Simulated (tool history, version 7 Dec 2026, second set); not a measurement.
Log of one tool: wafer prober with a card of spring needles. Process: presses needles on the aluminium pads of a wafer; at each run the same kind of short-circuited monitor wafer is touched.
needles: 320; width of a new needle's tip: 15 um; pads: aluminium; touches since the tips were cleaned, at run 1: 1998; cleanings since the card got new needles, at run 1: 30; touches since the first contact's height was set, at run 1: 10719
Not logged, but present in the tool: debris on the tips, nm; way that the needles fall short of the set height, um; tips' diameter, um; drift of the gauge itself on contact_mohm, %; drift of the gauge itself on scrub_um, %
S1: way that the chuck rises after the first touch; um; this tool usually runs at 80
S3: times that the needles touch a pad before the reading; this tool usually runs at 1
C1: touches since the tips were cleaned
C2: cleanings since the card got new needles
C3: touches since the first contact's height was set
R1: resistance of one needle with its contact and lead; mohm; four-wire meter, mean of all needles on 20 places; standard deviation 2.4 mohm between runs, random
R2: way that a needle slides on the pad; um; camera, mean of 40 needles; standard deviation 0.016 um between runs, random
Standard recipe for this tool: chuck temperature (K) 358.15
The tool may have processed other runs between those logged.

{"run": 1, "hour": 0.0, "S1": 80, "chuck temperature (K)": 358.15, "S3": 1, "C1": 1998, "C2": 30, "C3": 10719, "R1": 277, "R2": 17.66}
{"hour": 8.6, "done": "tips cleaned on abrasive film"}
{"hour": 20.0, "done": "tips cleaned on abrasive film"}
{"run": 2, "hour": 23.3, "S1": 80, "chuck temperature (K)": 358.15, "S3": 1, "C1": 1855, "C2": 32, "C3": 23572, "R1": 280, "R2": 17.62}
{"hour": 30.9, "done": "tips cleaned on abrasive film"}
{"hour": 41.4, "done": "tips cleaned on abrasive film"}
{"run": 3, "hour": 49.4, "S1": 80, "chuck temperature (K)": 358.15, "S3": 1, "C1": 4433, "C2": 34, "C3": 37981, "R1": 287, "R2": 17.6}
{"hour": 53.2, "done": "tips cleaned on abrasive film"}
{"run": 4, "hour": 63.1, "S1": 80, "chuck temperature (K)": 358.15, "S3": 1, "C1": 5493, "C2": 35, "C3": 45522, "R1": 286, "R2": 17.57}
{"hour": 64.5, "done": "tips cleaned on abrasive film"}
{"run": 5, "hour": 74.8, "S1": 80, "chuck temperature (K)": 358.15, "S3": 1, "C1": 5740, "C2": 36, "C3": 52006, "R1": 289, "R2": 17.57}
{"hour": 77.0, "done": "tips cleaned on abrasive film"}
{"hour": 88.4, "done": "tips cleaned on abrasive film"}
{"run": 6, "hour": 90.5, "S1": 80, "chuck temperature (K)": 358.15, "S3": 1, "C1": 1178, "C2": 38, "C3": 60653, "R1": 278, "R2": 17.55}
{"hour": 92.2, "done": "height of the first contact set anew"}
{"hour": 100.8, "done": "tips cleaned on abrasive film"}
{"run": 7, "hour": 105.8, "S1": 80, "chuck temperature (K)": 358.15, "S3": 1, "C1": 2743, "C2": 39, "C3": 7517, "R1": 281, "R2": 17.65}
{"hour": 111.5, "done": "tips cleaned on abrasive film"}
{"hour": 123.1, "done": "tips cleaned on abrasive film"}
{"run": 8, "hour": 123.2, "S1": 80, "chuck temperature (K)": 358.15, "S3": 1, "C1": 63, "C2": 41, "C3": 17116, "R1": 269, "R2": 17.62}
{"hour": 134.1, "done": "tips cleaned on abrasive film"}
{"run": 9, "hour": 143.1, "S1": 80, "chuck temperature (K)": 358.15, "S3": 1, "C1": 5016, "C2": 42, "C3": 28124, "R1": 293, "R2": 17.6}
{"hour": 145.5, "done": "tips cleaned on abrasive film"}
{"hour": 152.8, "done": "tips cleaned on abrasive film, once more"}
{"run": 10, "hour": 161.8, "S1": 80, "chuck temperature (K)": 358.15, "S3": 1, "C1": 5029, "C2": 44, "C3": 38423, "R1": 288, "R2": 17.6}
{"hour": 163.7, "done": "tips cleaned on abrasive film"}
{"hour": 174.5, "done": "tips cleaned on abrasive film"}
{"run": 11, "hour": 174.5, "S1": 80, "chuck temperature (K)": 358.15, "S3": 1, "C1": 0, "C2": 46, "C3": 45351, "R1": 270, "R2": 17.57}
{"hour": 185.3, "done": "tips cleaned on abrasive film"}
{"hour": 197.1, "done": "tips cleaned on abrasive film"}
{"run": 12, "hour": 199.4, "S1": 80, "chuck temperature (K)": 358.15, "S3": 1, "C1": 1248, "C2": 48, "C3": 59102, "R1": 281, "R2": 17.56}
{"hour": 204.6, "done": "height of the first contact set anew"}
{"hour": 208.4, "done": "tips cleaned on abrasive film"}
{"run": 13, "hour": 212.5, "S1": 80, "chuck temperature (K)": 358.15, "S3": 1, "C1": 2269, "C2": 49, "C3": 4328, "R1": 283, "R2": 17.65}
{"hour": 220.9, "done": "tips cleaned on abrasive film"}
{"run": 14, "hour": 223.4, "S1": 80, "chuck temperature (K)": 358.15, "S3": 1, "C1": 1407, "C2": 50, "C3": 10383, "R1": 277, "R2": 17.65}
{"hour": 231.9, "done": "tips cleaned on abrasive film"}
{"run": 15, "hour": 240.4, "S1": 80, "chuck temperature (K)": 358.15, "S3": 1, "C1": 4749, "C2": 51, "C3": 19770, "R1": 283, "R2": 17.64}
{"hour": 244.0, "done": "tips cleaned on abrasive film"}
{"hour": 256.7, "done": "tips cleaned on abrasive film"}
{"run": 16, "hour": 264.6, "S1": 80, "chuck temperature (K)": 358.15, "S3": 1, "C1": 4381, "C2": 53, "C3": 33114, "R1": 286, "R2": 17.63}
{"hour": 268.5, "done": "tips cleaned on abrasive film"}
{"hour": 281.0, "done": "tips cleaned on abrasive film"}
{"run": 17, "hour": 285.5, "S1": 80, "chuck temperature (K)": 358.15, "S3": 3, "C1": 2490, "C2": 55, "C3": 44629, "R1": 273, "R2": 17.58}
{"hour": 292.2, "done": "tips cleaned on abrasive film"}
{"hour": 304.0, "done": "tips cleaned on abrasive film"}
{"run": 18, "hour": 307.7, "S1": 80, "chuck temperature (K)": 358.15, "S3": 2, "C1": 2110, "C2": 57, "C3": 56904, "R1": 279, "R2": 17.56}
{"hour": 316.0, "done": "tips cleaned on abrasive film"}
{"hour": 316.3, "done": "height of the first contact set anew"}
{"hour": 327.1, "done": "tips cleaned on abrasive film"}
{"run": 19, "hour": 329.7, "S1": 80, "chuck temperature (K)": 358.15, "S3": 2, "C1": 1469, "C2": 59, "C3": 7442, "R1": 274, "R2": 17.65}
{"hour": 339.4, "done": "tips cleaned on abrasive film"}
{"run": 20, "hour": 343.0, "S1": 80, "chuck temperature (K)": 358.15, "S3": 2, "C1": 1976, "C2": 60, "C3": 14758, "R1": 278, "R2": 17.64}
{"hour": 351.0, "done": "tips cleaned on abrasive film"}
{"run": 21, "hour": 358.0, "S1": 80, "chuck temperature (K)": 358.15, "S3": 2, "C1": 3902, "C2": 61, "C3": 23059, "R1": 279, "R2": 17.63}
{"hour": 362.7, "done": "tips cleaned on abrasive film"}
{"hour": 374.6, "done": "tips cleaned on abrasive film"}
{"run": 22, "hour": 374.6, "S1": 80, "chuck temperature (K)": 358.15, "S3": 2, "C1": 0, "C2": 63, "C3": 32177, "R1": 275, "R2": 17.6}
{"hour": 385.2, "done": "tips cleaned on abrasive film"}
{"run": 23, "hour": 391.1, "S1": 64, "chuck temperature (K)": 342.15, "S3": 2, "C1": 3278, "C2": 64, "C3": 41325, "R1": 274, "R2": 14.04}
{"hour": 396.5, "done": "tips cleaned on abrasive film"}
{"run": 24, "hour": 404.0, "S1": 83, "chuck temperature (K)": 354.15, "S3": 1, "C1": 4153, "C2": 65, "C3": 48414, "R1": 282, "R2": 18.25}
{"hour": 408.8, "done": "tips cleaned on abrasive film"}
{"hour": 419.3, "done": "tips cleaned on abrasive film"}
{"run": 25, "hour": 419.7, "S1": 80, "chuck temperature (K)": 358.15, "S3": 1, "C1": 219, "C2": 67, "C3": 57070, "R1": 270, "R2": 17.57}
{"hour": 428.6, "done": "height of the first contact set anew"}
{"hour": 430.6, "done": "tips cleaned on abrasive film"}
{"run": 26, "hour": 437.4, "S1": 73, "chuck temperature (K)": 363.15, "S3": 2, "C1": 3752, "C2": 68, "C3": 4834, "R1": 280, "R2": 16.09}
{"hour": 441.5, "done": "tips cleaned on abrasive film"}
{"run": 27, "hour": 448.8, "S1": 85, "chuck temperature (K)": 302.15, "S3": 1, "C1": 4090, "C2": 69, "C3": 11143, "R1": 271, "R2": 18.77}
{"hour": 452.3, "done": "tips cleaned on abrasive film"}
{"hour": 464.3, "done": "tips cleaned on abrasive film"}
{"run": 28, "hour": 469.0, "S1": 80, "chuck temperature (K)": 354.15, "S3": 1, "C1": 2624, "C2": 71, "C3": 22284, "R1": 278, "R2": 17.61}
{"hour": 475.3, "done": "tips cleaned on abrasive film"}
{"hour": 486.5, "done": "tips cleaned on abrasive film"}
{"run": 29, "hour": 491.4, "S1": 80, "chuck temperature (K)": 354.15, "S3": 1, "C1": 2694, "C2": 73, "C3": 34586, "R1": 279, "R2": 17.6}

What differs in the tool's unlogged condition from the final listed run ahead of each entry between runs to the first listed run following it?
Between runs 1 and 2: tips cleaned on abrasive film (hour 8.6); tips cleaned on abrasive film (hour 20)
  debris on the tips, nm: 71.4 -> 74.9; way that the needles fall short of the set height, um: 0.1 -> 0.18; tips' diameter, um: 15.53 -> 15.63
  measured value less the no-hidden-state value, R1: +9 -> +9 mohm; R2: -0.02 -> -0.04 um
Between runs 2 and 3: tips cleaned on abrasive film (hour 30.9); tips cleaned on abrasive film (hour 41.4)
  debris on the tips, nm: 74.9 -> 129.1; way that the needles fall short of the set height, um: 0.18 -> 0.29; tips' diameter, um: 15.63 -> 15.66
  measured value less the no-hidden-state value, R1: +9 -> +16 mohm; R2: -0.04 -> -0.06 um
Between runs 3 and 4: tips cleaned on abrasive film (hour 53.2)
  debris on the tips, nm: 129.1 -> 142.6; way that the needles fall short of the set height, um: 0.29 -> 0.33; tips' diameter, um: 15.66 -> 15.68
  measured value less the no-hidden-state value, R1: +16 -> +17 mohm; R2: -0.06 -> -0.08 um
Between runs 4 and 5: tips cleaned on abrasive film (hour 64.5)
  debris on the tips, nm: 142.6 -> 142.3; way that the needles fall short of the set height, um: 0.33 -> 0.39; tips' diameter, um: 15.68 -> 15.7
  measured value less the no-hidden-state value, R1: +17 -> +17 mohm; R2: -0.08 -> -0.08 um
Between runs 5 and 6: tips cleaned on abrasive film (hour 77); tips cleaned on abrasive film (hour 88.4)
  debris on the tips, nm: 142.3 -> 56.6; way that the needles fall short of the set height, um: 0.39 -> 0.5; tips' diameter, um: 15.7 -> 15.74
  measured value less the no-hidden-state value, R1: +17 -> +7 mohm; R2: -0.08 -> -0.11 um
Between runs 6 and 7: height of the first contact set anew (hour 92.2); tips cleaned on abrasive film (hour 100.8)
  debris on the tips, nm: 56.6 -> 88.6; way that the needles fall short of the set height, um: 0.5 -> 0.06; tips' diameter, um: 15.74 -> 15.76
  measured value less the no-hidden-state value, R1: +7 -> +11 mohm; R2: -0.11 -> -0.01 um
Between runs 7 and 8: tips cleaned on abrasive film (hour 111.5); tips cleaned on abrasive film (hour 123.1)
  debris on the tips, nm: 88.6 -> 16.8; way that the needles fall short of the set height, um: 0.06 -> 0.16; tips' diameter, um: 15.76 -> 15.79
  measured value less the no-hidden-state value, R1: +11 -> +1 mohm; R2: -0.01 -> -0.03 um
Between runs 8 and 9: tips cleaned on abrasive film (hour 134.1)
  debris on the tips, nm: 16.8 -> 140.9; way that the needles fall short of the set height, um: 0.16 -> 0.21; tips' diameter, um: 15.79 -> 15.81
  measured value less the no-hidden-state value, R1: +1 -> +18 mohm; R2: -0.03 -> -0.04 um
Between runs 9 and 10: tips cleaned on abrasive film (hour 145.5); tips cleaned on abrasive film, once more (hour 152.8)
  debris on the tips, nm: 140.9 -> 136; way that the needles fall short of the set height, um: 0.21 -> 0.33; tips' diameter, um: 15.81 -> 15.85
  measured value less the no-hidden-state value, R1: +18 -> +17 mohm; R2: -0.04 -> -0.07 um
Between runs 10 and 11: tips cleaned on abrasive film (hour 163.7); tips cleaned on abrasive film (hour 174.5)
  debris on the tips, nm: 136 -> 9.4; way that the needles fall short of the set height, um: 0.33 -> 0.43; tips' diameter, um: 15.85 -> 15.89
  measured value less the no-hidden-state value, R1: +17 -> +0 mohm; R2: -0.07 -> -0.1 um
Between runs 11 and 12: tips cleaned on abrasive film (hour 185.3); tips cleaned on abrasive film (hour 197.1)
  debris on the tips, nm: 9.4 -> 57.2; way that the needles fall short of the set height, um: 0.43 -> 0.52; tips' diameter, um: 15.89 -> 15.92
  measured value less the no-hidden-state value, R1: +0 -> +7 mohm; R2: -0.1 -> -0.11 um
Between runs 12 and 13: height of the first contact set anew (hour 204.6); tips cleaned on abrasive film (hour 208.4)
  debris on the tips, nm: 57.2 -> 89.3; way that the needles fall short of the set height, um: 0.52 -> 0.06; tips' diameter, um: 15.92 -> 15.94
  measured value less the no-hidden-state value, R1: +7 -> +11 mohm; R2: -0.11 -> -0.01 um
Between runs 13 and 14: tips cleaned on abrasive film (hour 220.9)
  debris on the tips, nm: 89.3 -> 64.6; way that the needles fall short of the set height, um: 0.06 -> 0.09; tips' diameter, um: 15.94 -> 15.95
  measured value less the no-hidden-state value, R1: +11 -> +7 mohm; R2: -0.01 -> -0.02 um
Between runs 14 and 15: tips cleaned on abrasive film (hour 231.9)
  debris on the tips, nm: 64.6 -> 129; way that the needles fall short of the set height, um: 0.09 -> 0.15; tips' diameter, um: 15.95 -> 15.97
  measured value less the no-hidden-state value, R1: +7 -> +16 mohm; R2: -0.02 -> -0.03 um
Between runs 15 and 16: tips cleaned on abrasive film (hour 244); tips cleaned on abrasive film (hour 256.7)
  debris on the tips, nm: 129 -> 129.6; way that the needles fall short of the set height, um: 0.15 -> 0.25; tips' diameter, um: 15.97 -> 16.01
  measured value less the no-hidden-state value, R1: +16 -> +15 mohm; R2: -0.03 -> -0.06 um
Between runs 16 and 17: tips cleaned on abrasive film (hour 268.5); tips cleaned on abrasive film (hour 281)
  debris on the tips, nm: 129.6 -> 87.9; way that the needles fall short of the set height, um: 0.25 -> 0.33; tips' diameter, um: 16.01 -> 16.04
  measured value less the no-hidden-state value, R1: +15 -> +3 mohm; R2: -0.06 -> -0.08 um
Between runs 17 and 18: tips cleaned on abrasive film (hour 292.2); tips cleaned on abrasive film (hour 304)
  debris on the tips, nm: 87.9 -> 76.3; way that the needles fall short of the set height, um: 0.33 -> 0.45; tips' diameter, um: 16.04 -> 16.08
  measured value less the no-hidden-state value, R1: +3 -> +5 mohm; R2: -0.08 -> -0.1 um
Between runs 18 and 19: tips cleaned on abrasive film (hour 316); height of the first contact set anew (hour 316.3); tips cleaned on abrasive film (hour 327.1)
  debris on the tips, nm: 76.3 -> 70; way that the needles fall short of the set height, um: 0.45 -> 0.05; tips' diameter, um: 16.08 -> 16.11
  measured value less the no-hidden-state value, R1: +5 -> +5 mohm; R2: -0.1 -> -0.01 um
Between runs 19 and 20: tips cleaned on abrasive film (hour 339.4)
  debris on the tips, nm: 70 -> 80.9; way that the needles fall short of the set height, um: 0.05 -> 0.09; tips' diameter, um: 16.11 -> 16.13
  measured value less the no-hidden-state value, R1: +5 -> +5 mohm; R2: -0.01 -> -0.02 um
Between runs 20 and 21: tips cleaned on abrasive film (hour 351)
  debris on the tips, nm: 80.9 -> 115; way that the needles fall short of the set height, um: 0.09 -> 0.14; tips' diameter, um: 16.13 -> 16.14
  measured value less the no-hidden-state value, R1: +5 -> +8 mohm; R2: -0.02 -> -0.03 um
Between runs 21 and 22: tips cleaned on abrasive film (hour 362.7); tips cleaned on abrasive film (hour 374.6)
  debris on the tips, nm: 115 -> 18.2; way that the needles fall short of the set height, um: 0.14 -> 0.23; tips' diameter, um: 16.14 -> 16.18
  measured value less the no-hidden-state value, R1: +8 -> +1 mohm; R2: -0.03 -> -0.05 um
Between runs 22 and 23: tips cleaned on abrasive film (hour 385.2)
  debris on the tips, nm: 18.2 -> 112.9; way that the needles fall short of the set height, um: 0.23 -> 0.29; tips' diameter, um: 16.18 -> 16.2
  measured value less the no-hidden-state value, R1: +1 -> +11 mohm; R2: -0.05 -> -0.07 um
Between runs 23 and 24: tips cleaned on abrasive film (hour 396.5)
  debris on the tips, nm: 112.9 -> 127.3; way that the needles fall short of the set height, um: 0.29 -> 0.34; tips' diameter, um: 16.2 -> 16.22
  measured value less the no-hidden-state value, R1: +11 -> +14 mohm; R2: -0.07 -> -0.08 um
Between runs 24 and 25: tips cleaned on abrasive film (hour 408.8); tips cleaned on abrasive film (hour 419.3)
  debris on the tips, nm: 127.3 -> 20.4; way that the needles fall short of the set height, um: 0.34 -> 0.44; tips' diameter, um: 16.22 -> 16.25
  measured value less the no-hidden-state value, R1: +14 -> +2 mohm; R2: -0.08 -> -0.1 um
Between runs 25 and 26: height of the first contact set anew (hour 428.6); tips cleaned on abrasive film (hour 430.6)
  debris on the tips, nm: 20.4 -> 122.1; way that the needles fall short of the set height, um: 0.44 -> 0.06; tips' diameter, um: 16.25 -> 16.27
  measured value less the no-hidden-state value, R1: +2 -> +8 mohm; R2: -0.1 -> -0.01 um
Between runs 26 and 27: tips cleaned on abrasive film (hour 441.5)
  debris on the tips, nm: 122.1 -> 124.4; way that the needles fall short of the set height, um: 0.06 -> 0.11; tips' diameter, um: 16.27 -> 16.29
  measured value less the no-hidden-state value, R1: +8 -> +14 mohm; R2: -0.01 -> -0.02 um
Between runs 27 and 28: tips cleaned on abrasive film (hour 452.3); tips cleaned on abrasive film (hour 464.3)
  debris on the tips, nm: 124.4 -> 95.5; way that the needles fall short of the set height, um: 0.11 -> 0.2; tips' diameter, um: 16.29 -> 16.32
  measured value less the no-hidden-state value, R1: +14 -> +10 mohm; R2: -0.02 -> -0.05 um
Between runs 28 and 29: tips cleaned on abrasive film (hour 475.3); tips cleaned on abrasive film (hour 486.5)
  debris on the tips, nm: 95.5 -> 94.2; way that the needles fall short of the set height, um: 0.2 -> 0.3; tips' diameter, um: 16.32 -> 16.35
  measured value less the no-hidden-state value, R1: +10 -> +11 mohm; R2: -0.05 -> -0.07 um
